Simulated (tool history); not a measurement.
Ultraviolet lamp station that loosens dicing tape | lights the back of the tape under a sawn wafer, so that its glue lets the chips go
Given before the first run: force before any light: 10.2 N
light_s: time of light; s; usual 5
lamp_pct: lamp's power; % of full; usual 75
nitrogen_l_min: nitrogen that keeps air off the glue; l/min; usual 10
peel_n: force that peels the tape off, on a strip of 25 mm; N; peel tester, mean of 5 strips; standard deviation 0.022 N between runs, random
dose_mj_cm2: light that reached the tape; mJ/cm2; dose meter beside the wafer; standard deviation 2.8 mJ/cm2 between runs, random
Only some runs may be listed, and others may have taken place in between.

run,hour,light_s,lamp_pct,nitrogen_l_min,peel_n,dose_mj_cm2
1,0.0,5,75,10,1.497,330
2,34.5,5,75,10,1.530,326
3,67.9,5,75,10,1.615,328
4,95.1,7,75,10,0.822,453
5,139.0,5,75,3,3.006,316
# hour 142.0: window cleaned of glue's vapour
6,180.2,5,75,13,1.623,296
7,213.7,5,75,13,1.650,294
# hour 230.0: window cleaned of glue's vapour, once more
8,251.1,4,75,10,2.022,286
9,284.2,4,75,10,1.909,286
10,309.7,5,86,10,1.065,404
11,347.4,5,86,10,1.098,404
12,374.9,5,86,10,1.085,398
13,402.5,5,86,10,1.071,390
14,425.0,5,86,10,1.105,393
15,457.9,5,76,8,1.571,348
16,491.1,5,76,8,1.640,332
17,525.2,5,76,8,1.675,332
18,561.9,5,76,8,1.799,327
19,589.9,5,76,8,1.746,326
20,633.4,8,65,10,0.922,443
21,664.6,3,92,10,2.627,228
22,683.6,5,65,10,2.134,271
23,703.7,5,89,5,1.931,366
24,730.7,5,98,3,2.223,404
25,764.9,5,64,17,1.895,254
26,799.9,5,79,17,1.268,318

Predict the results of run 27:
27,822.2,4,72,16,?,?

peel_n: 2.329 N
dose_mj_cm2: 228 mJ/cm2
Take away the tool's hidden state, keep the run-to-run variation as it was, and the same run would have given peel_n 1.435 N, dose_mj_cm2 306 mJ/cm2.

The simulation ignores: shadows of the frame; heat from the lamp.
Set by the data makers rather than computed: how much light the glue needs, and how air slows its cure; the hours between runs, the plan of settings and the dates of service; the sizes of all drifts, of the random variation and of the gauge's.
